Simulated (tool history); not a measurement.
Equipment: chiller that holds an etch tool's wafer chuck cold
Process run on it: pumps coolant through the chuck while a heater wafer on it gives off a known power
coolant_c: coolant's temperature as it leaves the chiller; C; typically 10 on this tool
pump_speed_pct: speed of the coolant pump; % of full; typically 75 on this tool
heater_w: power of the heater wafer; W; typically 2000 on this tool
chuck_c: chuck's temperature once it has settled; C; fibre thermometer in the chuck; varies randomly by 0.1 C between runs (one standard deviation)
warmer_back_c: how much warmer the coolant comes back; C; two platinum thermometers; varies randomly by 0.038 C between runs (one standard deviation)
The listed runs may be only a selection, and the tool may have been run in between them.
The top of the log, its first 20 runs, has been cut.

run     day  coolant_c  pump_speed_pct  heater_w  hours since the coolant was changed and the channels were flushed  hours since the pump was overhauled  hours since the chiller's thermometer was calibrated  chuck_c  warmer_back_c
 21  34.142         15              75      2083                                                               6635                                 1465                                                  3911     39.9           8.16
 22  35.262          3              68      1765                                                               6662                                 1492                                                  3938     25.5           7.57
 23  36.958          3              68      1765                                                               6702                                 1532                                                  3979     25.7           7.58
 24  39.075          3              68      1765                                                               6753                                 1583                                                  4030     25.8           7.62
 25  41.329          3              68      1765                                                               6807                                 1637                                                  4084     25.7           7.66
 26  43.771          3              68      1765                                                               6866                                 1696                                                  4142     25.7           7.59
 27  44.904         19              61      1598                                                               6893                                 1723                                                  4169     41.1            7.7
 28  46.438         17              93      1957                                                               6930                                 1760                                                  4206     37.1            6.3
 29  48.321          3              94      2000                                                               6975                                 1805                                                  4251     23.5            6.3
 30  49.725         11              94      2000                                                               7009                                 1839                                                  4285     31.6           6.35
 31  52.271         11              94      2000                                                               7070                                 1900                                                  4346     31.4           6.39

Branching from run 31: 3 alternative next runs. What would each branch give?
  A  54.375          3              73      2000                                                               7120                                 1950                                                  4397        ?              ?
  B  54.375          7              75      2000                                                               7120                                 1950                                                  4397        ?              ?
  C  54.375         10              65      2172                                                               7120                                 1950                                                  4397        ?              ?

run  chuck_c  warmer_back_c
  A     27.4           8.06
  B     31.1           7.84
  C     38.8           9.71
With no hidden state in the tool, these same runs would have given:
run  chuck_c  warmer_back_c
  A     27.4           8.06
  B     31.1           7.84
  C     38.8           9.71

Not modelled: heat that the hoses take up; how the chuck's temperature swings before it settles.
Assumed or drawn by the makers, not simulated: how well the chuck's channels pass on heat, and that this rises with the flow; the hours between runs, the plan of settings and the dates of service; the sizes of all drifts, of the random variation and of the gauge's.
